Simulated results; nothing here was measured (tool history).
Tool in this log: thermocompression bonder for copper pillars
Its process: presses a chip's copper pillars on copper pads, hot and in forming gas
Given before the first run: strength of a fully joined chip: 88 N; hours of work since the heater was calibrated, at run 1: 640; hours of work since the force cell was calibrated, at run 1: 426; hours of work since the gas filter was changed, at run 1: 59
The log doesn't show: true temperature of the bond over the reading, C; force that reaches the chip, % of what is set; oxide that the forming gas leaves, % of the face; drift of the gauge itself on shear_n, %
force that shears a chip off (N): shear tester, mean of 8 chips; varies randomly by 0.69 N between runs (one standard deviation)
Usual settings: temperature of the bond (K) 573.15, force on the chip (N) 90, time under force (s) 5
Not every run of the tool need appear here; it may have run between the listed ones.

run	hour	temperature of the bond (K)	force on the chip (N)	time under force (s)	hours of work since the heater was calibrated	hours of work since the force cell was calibrated	hours of work since the gas filter was changed	force that shears a chip off (N)
1	0	573.15	90	5	640	426	59	42.1
2	29.8	573.15	90	5	655	441	73	41
3	48.7	573.15	90	5	664	450	83	41.1
4	78.9	573.15	90	5	678	465	97	40.5
5	94.4	573.15	90	5	686	472	105	39.9
# hour 104.8: forming gas filter changed
6	130.8	573.15	90	5	703	490	13	44.2
7	155.9	573.15	90	5	716	502	25	42.5
8	177.8	573.15	128	5	726	512	35	52.4
9	208.6	562.15	128	5	741	527	50	44.6
10	234.1	562.15	128	5	753	540	63	42.7
11	262.2	562.15	128	5	767	553	76	43.7
12	296.8	573.15	90	5	784	570	93	40.4
13	324.8	573.15	90	5	797	584	107	39.9
# hour 331.1: forming gas filter changed
14	343.5	573.15	90	5	806	592	6	43.4
15	370.7	573.15	90	5	819	606	19	43.3
16	391.3	573.15	90	5	829	616	29	42.7
17	423.1	573.15	90	5	845	631	45	42.9
18	448.8	573.15	110	8	857	643	57	53.8
19	481.9	573.15	58	3	873	659	73	25.7
20	507.6	573.15	90	5	886	672	86	39.4
21	538.1	591.15	90	10	901	687	100	59.5
# hour 556.5: forming gas filter changed
22	574.8	573.15	126	5	918	704	9	52.3
23	599.3	573.15	126	5	930	716	21	50.7
24	634.4	573.15	90	6	947	733	38	44.6
25	664.1	580.15	132	5	961	747	52	53.9
# hour 668: heater calibrated with a thermocouple chip
26	698.2	580.15	132	5	15	763	68	59.2
27	717.9	573.15	69	15	24	773	77	54
28	743.3	551.15	63	7	37	785	90	29.3
29	775	551.15	63	7	52	800	105	29.1
# hour 783.4: forming gas filter changed
30	799.3	560.15	90	5	63	812	8	40.8
31	824	573.15	103	7	75	824	20	55.1
32	856.4	582.15	118	9	91	839	35	66.7
33	884.2	582.15	118	9	105	853	49	66
34	917.1	575.15	65	8	120	869	65	44.5

Hidden state or all else? Some run-to-run changes of force that shears a chip off (N), split into what the settings, what came in and random variation would give without the hidden state, and what is left for the hidden state (with any gauge scatter that isn't in both results):
Run 13 -> 14: forming gas filter changed. force that shears a chip off (N) +3.5: hidden state +4, all else -0.5.
Run 18 -> 19: force on the chip (N) 110 -> 58, time under force (s) 8 -> 3. force that shears a chip off (N) -28.1: hidden state +2.3, all else -30.4.
Run 21 -> 22: temperature of the bond (K) 591.15 -> 573.15, force on the chip (N) 90 -> 126, time under force (s) 10 -> 5, forming gas filter changed. force that shears a chip off (N) -7.2: hidden state +4.8, all else -12.
Run 25 -> 26: heater calibrated with a thermocouple chip. force that shears a chip off (N) +5.3: hidden state +4.1, all else +1.2.
Run 27 -> 28: temperature of the bond (K) 573.15 -> 551.15, force on the chip (N) 69 -> 63, time under force (s) 15 -> 7. force that shears a chip off (N) -24.7: hidden state +1.2, all else -25.9.
Run 33 -> 34: temperature of the bond (K) 582.15 -> 575.15, force on the chip (N) 118 -> 65, time under force (s) 9 -> 8. force that shears a chip off (N) -21.5: hidden state +0.2, all else -21.7.
